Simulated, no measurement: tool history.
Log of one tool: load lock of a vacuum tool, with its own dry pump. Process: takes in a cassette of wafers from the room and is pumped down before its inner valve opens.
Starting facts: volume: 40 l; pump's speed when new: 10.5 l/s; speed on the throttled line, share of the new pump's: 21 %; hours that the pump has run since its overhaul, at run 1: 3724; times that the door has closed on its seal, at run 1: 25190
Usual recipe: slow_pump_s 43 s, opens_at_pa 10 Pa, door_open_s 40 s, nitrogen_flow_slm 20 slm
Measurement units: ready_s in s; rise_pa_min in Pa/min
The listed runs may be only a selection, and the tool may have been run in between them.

run,hour,slow_pump_s,opens_at_pa,door_open_s,nitrogen_flow_slm,hours that the pump has run since its overhaul,times that the door has closed on its seal,"incoming humidity of the room's air, %",ready_s,rise_pa_min
1,0,43,10,40,20,3724,25190,45.9,71.5,0.568
2,97,29,10,40,20,3821,25576,43.4,60.2,0.581
3,191.9,29,10,40,20,3916,25953,44.1,61.8,0.585
4,305.4,29,10,40,20,4030,26404,44.9,61,0.603
5,418,43,10,40,7,4142,26851,47.2,71.7,0.63
6,496.7,43,10,40,7,4221,27164,45,71.4,0.637
7,553.9,43,10,40,7,4278,27391,47.3,71.5,0.64
8,611.6,43,10,40,7,4336,27621,47.8,71.6,0.651
9,721.9,43,10,40,7,4446,28059,46.6,72.4,0.678
10,811.1,43,10,40,20,4536,28413,42.9,72.1,0.674
11,925.1,43,10,40,20,4650,28866,40.6,71.8,0.685
# hour 1014.9: door's seal changed, seat wiped
12,1020,43,10,40,20,4743,20,43.4,72.3,0.028
13,1077.6,43,10,40,20,4801,250,46,72.1,0.02
14,1200.2,43,10,40,20,4923,737,43,72.1,0.033
15,1319.2,43,10,40,8,5042,1209,45.1,72.5,0.041
16,1429.8,43,10,40,8,5153,1649,45.1,71.8,0.048
17,1527.3,43,10,40,5,5250,2036,45.5,71.5,0.056
18,1603.6,43,10,40,5,5327,2339,45.1,71.8,0.057
19,1707.1,43,10,40,5,5430,2751,42.9,72.2,0.061
20,1757.3,38,10,40,20,5480,2950,43.1,68.1,0.044
21,1856.3,38,10,40,20,5579,3344,41.5,67.8,0.051
22,1910.6,38,10,40,20,5634,3560,42,68.9,0.053
23,1976.5,43,7,40,28,5699,3821,49.6,73,0.056
24,2035.2,43,7,80,20,5758,4054,45.6,74.8,0.07
25,2103.5,43,7,80,20,5826,4326,48.3,74.1,0.084
26,2187,43,7,80,20,5910,4658,44.5,74.8,0.086
27,2238.5,28,7,80,10,5961,4863,40.4,63.6,0.091
28,2318.4,28,7,80,10,6041,5180,43,62.6,0.1
29,2383.4,43,10,142,18,6106,5438,45.8,72.8,0.113
30,2465.2,43,10,142,18,6188,5763,47.9,73.4,0.12

Predict the results of run 31:
31,2587.6,43,10,40,22,6311,6250,45.6,?,?

{"run 31": {"ready_s": 72.8, "rise_pa_min": 0.087}}
Without the tool's hidden state the same run would have given ready_s 69.3 s, rise_pa_min 0.02 Pa/min.

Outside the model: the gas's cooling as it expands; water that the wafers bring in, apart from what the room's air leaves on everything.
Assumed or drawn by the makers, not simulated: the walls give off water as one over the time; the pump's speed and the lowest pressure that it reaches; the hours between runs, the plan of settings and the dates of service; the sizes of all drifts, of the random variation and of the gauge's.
